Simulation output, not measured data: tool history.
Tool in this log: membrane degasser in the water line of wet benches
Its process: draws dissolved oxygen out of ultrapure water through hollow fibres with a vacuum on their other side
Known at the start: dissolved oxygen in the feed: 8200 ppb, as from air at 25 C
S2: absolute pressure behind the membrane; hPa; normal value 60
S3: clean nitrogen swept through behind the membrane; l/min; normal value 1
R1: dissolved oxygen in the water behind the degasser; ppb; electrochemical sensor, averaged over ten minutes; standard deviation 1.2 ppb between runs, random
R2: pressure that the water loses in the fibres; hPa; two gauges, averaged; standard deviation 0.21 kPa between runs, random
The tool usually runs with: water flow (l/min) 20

run 1 hour=0 | water_flow_(l/min)=20 S2=60 S3=1 | R1=144.2 R2=530.6
run 2 hour=122.2 | water_flow_(l/min)=20 S2=60 S3=1 | R1=148.2 R2=531.3
run 3 hour=237.1 | water_flow_(l/min)=20 S2=60 S3=1 | R1=145.7 R2=535.1
run 4 hour=335.4 | water_flow_(l/min)=20 S2=60 S3=0.78 | R1=175.9 R2=535.5
run 5 hour=441.7 | water_flow_(l/min)=20 S2=60 S3=0.78 | R1=177.2 R2=535.2
run 6 hour=587.9 | water_flow_(l/min)=20 S2=60 S3=0.78 | R1=179.9 R2=538.8
run 7 hour=753.1 | water_flow_(l/min)=20 S2=60 S3=0.78 | R1=179.3 R2=539.2
run 8 hour=892.1 | water_flow_(l/min)=20 S2=60 S3=0.78 | R1=179 R2=541
run 9 hour=1085.7 | water_flow_(l/min)=20 S2=60 S3=0.78 | R1=182.6 R2=540.6
run 10 hour=1309 | water_flow_(l/min)=20 S2=60 S3=0.57 | R1=231.6 R2=542.2
-- hour=1324 seals of the vacuum lines changed
run 11 hour=1533.1 | water_flow_(l/min)=20 S2=60 S3=2.36 | R1=76.8 R2=545.6
run 12 hour=1641 | water_flow_(l/min)=20 S2=60 S3=2.36 | R1=77 R2=545.3
run 13 hour=1793.8 | water_flow_(l/min)=32 S2=60 S3=1 | R1=267.5 R2=878.6
run 14 hour=1987.6 | water_flow_(l/min)=14 S2=60 S3=1 | R1=102.9 R2=385.5
-- hour=2087.4 vacuum gauge calibrated
run 15 hour=2155.6 | water_flow_(l/min)=14 S2=60 S3=1 | R1=95.3 R2=385.3
run 16 hour=2294.1 | water_flow_(l/min)=20 S2=60 S3=1 | R1=143.1 R2=550.1
run 17 hour=2421.5 | water_flow_(l/min)=20 S2=60 S3=1 | R1=144.5 R2=551.4
run 18 hour=2649.6 | water_flow_(l/min)=12 S2=114.1 S3=0.66 | R1=331.4 R2=331.5
run 19 hour=2784 | water_flow_(l/min)=21 S2=87.6 S3=0.43 | R1=516.7 R2=584.5
run 20 hour=2941.7 | water_flow_(l/min)=13 S2=95 S3=1.01 | R1=191.8 R2=363.4
-- hour=3063.4 membrane cartridge changed
run 21 hour=3141 | water_flow_(l/min)=12 S2=77.5 S3=2.9 | R1=48.9 R2=297.6
run 22 hour=3346 | water_flow_(l/min)=12 S2=77.5 S3=2.9 | R1=48.2 R2=295.7
run 23 hour=3503.1 | water_flow_(l/min)=12 S2=77.5 S3=2.9 | R1=49.6 R2=296.3
run 24 hour=3635.4 | water_flow_(l/min)=12 S2=96.9 S3=1.35 | R1=140.4 R2=297.9
run 25 hour=3735.8 | water_flow_(l/min)=12 S2=54.3 S3=1.35 | R1=51.1 R2=299.6
run 26 hour=3919.4 | water_flow_(l/min)=12 S2=54.3 S3=1.35 | R1=51.1 R2=297.2
run 27 hour=4038.3 | water_flow_(l/min)=20 S2=76 S3=0.65 | R1=295 R2=498.8
-- hour=4185.2 seals of the vacuum lines changed
run 28 hour=4185.2 | water_flow_(l/min)=29 S2=77 S3=1 | R1=312.8 R2=722.5
run 29 hour=4309.7 | water_flow_(l/min)=20 S2=60 S3=2.84 | R1=57.4 R2=498.1
run 30 hour=4447 | water_flow_(l/min)=20 S2=60 S3=0.43 | R1=268.1 R2=503.6
run 31 hour=4598.3 | water_flow_(l/min)=29 S2=82.7 S3=0.86 | R1=380.1 R2=729.5
run 32 hour=4723.9 | water_flow_(l/min)=18 S2=68.5 S3=0.68 | R1=216.4 R2=455.9
run 33 hour=4871.6 | water_flow_(l/min)=14 S2=95.4 S3=1 | R1=209.1 R2=351.8

What if the next run were any one of these 3? Each begins from the tool's condition after run 33:
run A hour=5073.8 | water_flow_(l/min)=14 S2=102.9 S3=1 | R1=? R2=?
run B hour=5073.8 | water_flow_(l/min)=20 S2=85.8 S3=1.86 | R1=? R2=?
run C hour=5073.8 | water_flow_(l/min)=14 S2=92.7 S3=1 | R1=? R2=?

run=A R1=229.1 R2=353
run=B R1=147.3 R2=504.8
run=C R1=197.8 R2=356.6
The same runs, with their run-to-run variation unchanged, on a tool lacking any hidden condition would have given:
run=A R1=222.6 R2=343.1
run=B R1=141 R2=490.7
run=C R1=191.3 R2=346.7
